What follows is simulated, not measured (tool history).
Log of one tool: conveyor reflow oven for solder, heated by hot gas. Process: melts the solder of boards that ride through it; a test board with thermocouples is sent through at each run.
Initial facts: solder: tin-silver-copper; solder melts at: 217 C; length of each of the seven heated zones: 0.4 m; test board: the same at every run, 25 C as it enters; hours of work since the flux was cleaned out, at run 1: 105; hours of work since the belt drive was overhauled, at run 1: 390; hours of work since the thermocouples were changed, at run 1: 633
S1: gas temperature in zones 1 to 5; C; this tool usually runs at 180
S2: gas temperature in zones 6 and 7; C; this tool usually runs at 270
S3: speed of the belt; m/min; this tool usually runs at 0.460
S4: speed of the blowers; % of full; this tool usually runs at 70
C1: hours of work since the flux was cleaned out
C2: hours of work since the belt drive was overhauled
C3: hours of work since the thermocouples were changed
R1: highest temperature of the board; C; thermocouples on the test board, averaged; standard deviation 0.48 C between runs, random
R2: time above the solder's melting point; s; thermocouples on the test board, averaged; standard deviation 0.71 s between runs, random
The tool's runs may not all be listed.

Run 1, hour 0.0: usual settings; C1 105; C2 390; C3 633. Result: R1 256.7 C, R2 86.8 s.
Run 2, hour 55.2: usual settings; C1 128; C2 413; C3 656. Result: R1 256.4 C, R2 87.8 s.
Run 3, hour 107.3: usual settings but S3 0.387 m/min; C1 149; C2 434; C3 677. Result: R1 261.3 C, R2 109.2 s.
Run 4, hour 137.0: usual settings; C1 161; C2 447; C3 690. Result: R1 255.8 C, R2 87.9 s.
Run 5, hour 171.1: usual settings but S1 188 C; C1 175; C2 460; C3 703. Result: R1 257.5 C, R2 90.9 s.
Run 6, hour 220.5: usual settings but S1 185 C; C1 195; C2 481; C3 724. Result: R1 257.1 C, R2 90.6 s.
Run 7, hour 251.2: usual settings but S3 0.522 m/min; C1 208; C2 493; C3 736. Result: R1 253.1 C, R2 72.2 s.
Run 8, hour 288.2: usual settings but S4 62 % of full; C1 223; C2 509; C3 752. Result: R1 254.9 C, R2 85.2 s.
Run 9, hour 317.4: usual settings but S4 62 % of full; C1 235; C2 521; C3 764. Result: R1 254.0 C, R2 87.2 s.
Run 10, hour 353.5: usual settings; C1 250; C2 535; C3 778. Result: R1 256.3 C, R2 88.6 s.
Run 11, hour 385.1: usual settings; C1 263; C2 548; C3 791. Result: R1 256.0 C, R2 87.7 s.
Run 12, hour 414.4: usual settings; C1 275; C2 560; C3 803. Result: R1 256.1 C, R2 86.6 s.
Run 13, hour 468.1: usual settings but S4 81 % of full; C1 297; C2 582; C3 825. Result: R1 257.5 C, R2 89.3 s.
Run 14, hour 493.4: usual settings but S3 0.472 m/min; C1 307; C2 593; C3 836. Result: R1 255.6 C, R2 84.4 s.
Run 15, hour 535.6: usual settings but S3 0.472 m/min; C1 325; C2 610; C3 853. Result: R1 255.9 C, R2 83.3 s.
Run 16, hour 563.2: usual settings but S3 0.472 m/min; C1 336; C2 621; C3 864. Result: R1 254.8 C, R2 82.7 s.
Run 17, hour 611.2: usual settings but S1 178 C, S2 272 C, S3 0.508 m/min; C1 356; C2 641; C3 884. Result: R1 254.9 C, R2 74.5 s.
At hour 621.2: flux residue cleaned out of gas plates and filters.
Run 18, hour 653.8: usual settings but S1 195 C, S2 279 C, S3 0.508 m/min, S4 75 % of full; C1 13; C2 656; C3 899. Result: R1 262.6 C, R2 91.4 s.
Run 19, hour 708.9: usual settings but S1 195 C, S2 279 C, S3 0.508 m/min, S4 75 % of full; C1 36; C2 679; C3 922. Result: R1 262.6 C, R2 90.5 s.
Run 20, hour 756.3: usual settings but S1 195 C, S2 279 C, S3 0.508 m/min, S4 75 % of full; C1 55; C2 698; C3 941. Result: R1 263.8 C, R2 91.6 s.
At hour 779.0: flux residue cleaned out of gas plates and filters, once more.
Run 21, hour 814.0: usual settings but S1 195 C, S2 279 C, S3 0.508 m/min, S4 75 % of full; C1 14; C2 720; C3 963. Result: R1 266.1 C, R2 92.0 s.
Run 22, hour 851.1: usual settings but S1 177 C, S2 279 C, S3 0.381 m/min, S4 75 % of full; C1 30; C2 735; C3 978. Result: R1 269.9 C, R2 116.9 s.
Run 23, hour 903.0: usual settings but S1 165 C, S2 260 C, S3 0.394 m/min, S4 89 % of full; C1 51; C2 757; C3 1000. Result: R1 251.3 C, R2 94.0 s.
Run 24, hour 926.7: usual settings but S1 183 C, S2 262 C, S3 0.391 m/min, S4 79 % of full; C1 61; C2 766; C3 1009. Result: R1 253.7 C, R2 107.1 s.
Run 25, hour 959.4: usual settings but S1 183 C, S2 280 C, S3 0.391 m/min; C1 74; C2 780; C3 1023. Result: R1 270.2 C, R2 117.0 s.
Run 26, hour 1005.6: usual settings but S1 183 C, S2 280 C, S3 0.391 m/min; C1 93; C2 799; C3 1042. Result: R1 270.6 C, R2 116.6 s.
Run 27, hour 1049.4: usual settings but S1 183 C, S2 280 C, S3 0.391 m/min; C1 111; C2 817; C3 1060. Result: R1 270.6 C, R2 115.5 s.
At hour 1061.8: belt drive overhauled, speed set with a stopwatch.
Run 28, hour 1091.3: usual settings but S1 183 C, S2 280 C, S3 0.391 m/min; C1 126; C2 12; C3 1075. Result: R1 269.6 C, R2 113.4 s.
Run 29, hour 1121.6: usual settings but S2 284 C, S4 87 % of full; C1 139; C2 25; C3 1088. Result: R1 271.0 C, R2 94.3 s.

Predict each of these 3 candidate next runs independently; none follows another, all start after run 29:
Run A, hour 1152.7: usual settings but S1 168 C, S3 0.436 m/min; C1 152; C2 37; C3 1100. Result: R1 ?, R2 ?.
Run B, hour 1152.7: usual settings but S1 192 C, S2 284 C, S4 89 % of full; C1 152; C2 37; C3 1100. Result: R1 ?, R2 ?.
Run C, hour 1152.7: usual settings but S2 284 C, S3 0.505 m/min, S4 59 % of full; C1 152; C2 37; C3 1100. Result: R1 ?, R2 ?.

run     R1     R2
  A  255.8   85.4
  B  272.9  100.5
  C  263.0   81.6
Without the tool's hidden state the same runs would have given:
run     R1     R2
  A  259.1   88.3
  B  276.2  101.7
  C  266.3   83.7
